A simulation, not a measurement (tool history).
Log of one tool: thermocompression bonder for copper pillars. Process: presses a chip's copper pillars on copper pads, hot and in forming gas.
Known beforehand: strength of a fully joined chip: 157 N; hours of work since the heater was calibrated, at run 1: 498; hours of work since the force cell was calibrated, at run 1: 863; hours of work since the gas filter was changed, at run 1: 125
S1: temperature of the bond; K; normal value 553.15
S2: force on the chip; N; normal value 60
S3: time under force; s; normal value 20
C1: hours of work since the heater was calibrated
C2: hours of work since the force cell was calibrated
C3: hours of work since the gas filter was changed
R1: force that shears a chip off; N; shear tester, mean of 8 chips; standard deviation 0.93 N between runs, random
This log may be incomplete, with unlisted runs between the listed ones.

| run | hour | S1 | S2 | S3 | C1 | C2 | C3 | R1 |
|---|---|---|---|---|---|---|---|---|
| 1 | 0.0 | 553.15 | 60 | 20 | 498 | 863 | 125 | 79.6 |
|  | 38.0 | heater calibrated with a thermocouple chip |
| 2 | 92.3 | 553.15 | 60 | 20 | 24 | 903 | 165 | 77.8 |
| 3 | 158.2 | 553.15 | 60 | 20 | 53 | 932 | 194 | 79.2 |
| 4 | 212.5 | 553.15 | 60 | 20 | 77 | 956 | 218 | 77.9 |
| 5 | 279.9 | 553.15 | 60 | 20 | 107 | 986 | 248 | 78.3 |
| 6 | 330.0 | 553.15 | 60 | 20 | 129 | 1008 | 270 | 78.5 |
| 7 | 397.9 | 553.15 | 69 | 20 | 159 | 1038 | 300 | 84.2 |
|  | 414.3 | forming gas filter changed |
| 8 | 463.0 | 553.15 | 60 | 20 | 188 | 1067 | 21 | 80.1 |
| 9 | 513.4 | 553.15 | 60 | 43 | 210 | 1089 | 44 | 100.9 |
| 10 | 600.4 | 553.15 | 60 | 43 | 248 | 1127 | 82 | 102.0 |
| 11 | 651.6 | 553.15 | 60 | 43 | 271 | 1150 | 105 | 100.4 |
| 12 | 715.6 | 553.15 | 60 | 43 | 299 | 1178 | 133 | 100.9 |
| 13 | 789.5 | 553.15 | 60 | 43 | 332 | 1211 | 166 | 100.9 |
| 14 | 829.0 | 553.15 | 60 | 43 | 349 | 1228 | 183 | 100.3 |
| 15 | 867.6 | 553.15 | 79 | 20 | 366 | 1245 | 200 | 91.5 |
| 16 | 934.4 | 553.15 | 79 | 20 | 396 | 1275 | 230 | 91.5 |
|  | 999.6 | force cell calibrated |
| 17 | 1017.4 | 553.15 | 79 | 20 | 432 | 8 | 266 | 89.9 |
| 18 | 1074.5 | 553.15 | 79 | 20 | 457 | 33 | 291 | 93.0 |
|  | 1112.8 | forming gas filter changed |
| 19 | 1139.1 | 553.15 | 79 | 20 | 485 | 61 | 12 | 90.4 |
| 20 | 1200.7 | 545.15 | 60 | 20 | 513 | 89 | 39 | 70.6 |
|  | 1206.6 | heater calibrated with a thermocouple chip |
| 21 | 1255.9 | 545.15 | 60 | 20 | 22 | 112 | 62 | 70.6 |
| 22 | 1294.3 | 545.15 | 60 | 53 | 39 | 129 | 79 | 96.8 |
| 23 | 1358.9 | 545.15 | 60 | 27 | 67 | 158 | 108 | 78.3 |
| 24 | 1403.8 | 545.15 | 60 | 27 | 87 | 177 | 128 | 76.3 |
| 25 | 1450.0 | 553.15 | 54 | 20 | 108 | 198 | 148 | 75.4 |
| 26 | 1496.6 | 568.15 | 45 | 15 | 128 | 218 | 169 | 77.4 |
| 27 | 1551.1 | 568.15 | 83 | 15 | 152 | 243 | 193 | 102.4 |
| 28 | 1631.5 | 572.15 | 46 | 20 | 188 | 278 | 228 | 89.5 |
| 29 | 1696.6 | 572.15 | 46 | 20 | 216 | 307 | 257 | 89.5 |
| 30 | 1754.1 | 553.15 | 80 | 15 | 242 | 332 | 283 | 84.0 |
|  | 1809.0 | forming gas filter changed |
| 31 | 1817.2 | 544.15 | 63 | 20 | 270 | 360 | 4 | 69.6 |
| 32 | 1910.1 | 561.15 | 62 | 32 | 311 | 401 | 45 | 101.5 |
| 33 | 1972.4 | 559.15 | 62 | 32 | 338 | 429 | 72 | 99.1 |
| 34 | 2060.5 | 559.15 | 62 | 32 | 377 | 467 | 111 | 100.5 |
| 35 | 2115.3 | 559.15 | 62 | 32 | 401 | 492 | 135 | 99.9 |
| 36 | 2155.8 | 534.15 | 51 | 14 | 419 | 510 | 153 | 46.2 |
| 37 | 2248.3 | 534.15 | 51 | 14 | 460 | 550 | 194 | 46.6 |
| 38 | 2316.3 | 553.15 | 51 | 20 | 490 | 580 | 224 | 72.0 |
|  | 2371.1 | heater calibrated with a thermocouple chip |
| 39 | 2371.1 | 572.15 | 76 | 20 | 0 | 604 | 247 | 109.8 |

Take each entry between the runs: how does the hidden state at the last listed run before it differ from the hidden state at the first listed run after it?
Runs 1 to 2: heater calibrated with a thermocouple chip (hour 38.0)
  true temperature of the bond over the reading, C: 0.3 -> 0; force that reaches the chip, % of what is set: 99.7 -> 99.6; oxide that the forming gas leaves, % of the face: 0.72 -> 0.78
Runs 7 to 8: forming gas filter changed (hour 414.3)
  oxide that the forming gas leaves, % of the face: 0.99 -> 0.55
Runs 16 to 17: force cell calibrated (hour 999.6)
  force that reaches the chip, % of what is set: 99.5 -> 100; oxide that the forming gas leaves, % of the face: 0.87 -> 0.92
Runs 18 to 19: forming gas filter changed (hour 1112.8)
  oxide that the forming gas leaves, % of the face: 0.96 -> 0.53
Runs 20 to 21: heater calibrated with a thermocouple chip (hour 1206.6)
  true temperature of the bond over the reading, C: 0.3 -> 0.1; force that reaches the chip, % of what is set: 100 -> 99.9; oxide that the forming gas leaves, % of the face: 0.57 -> 0.6
Runs 30 to 31: forming gas filter changed (hour 1809.0)
  oxide that the forming gas leaves, % of the face: 0.94 -> 0.51
Runs 38 to 39: heater calibrated with a thermocouple chip (hour 2371.1)
  true temperature of the bond over the reading, C: 0.4 -> 0; oxide that the forming gas leaves, % of the face: 0.85 -> 0.88
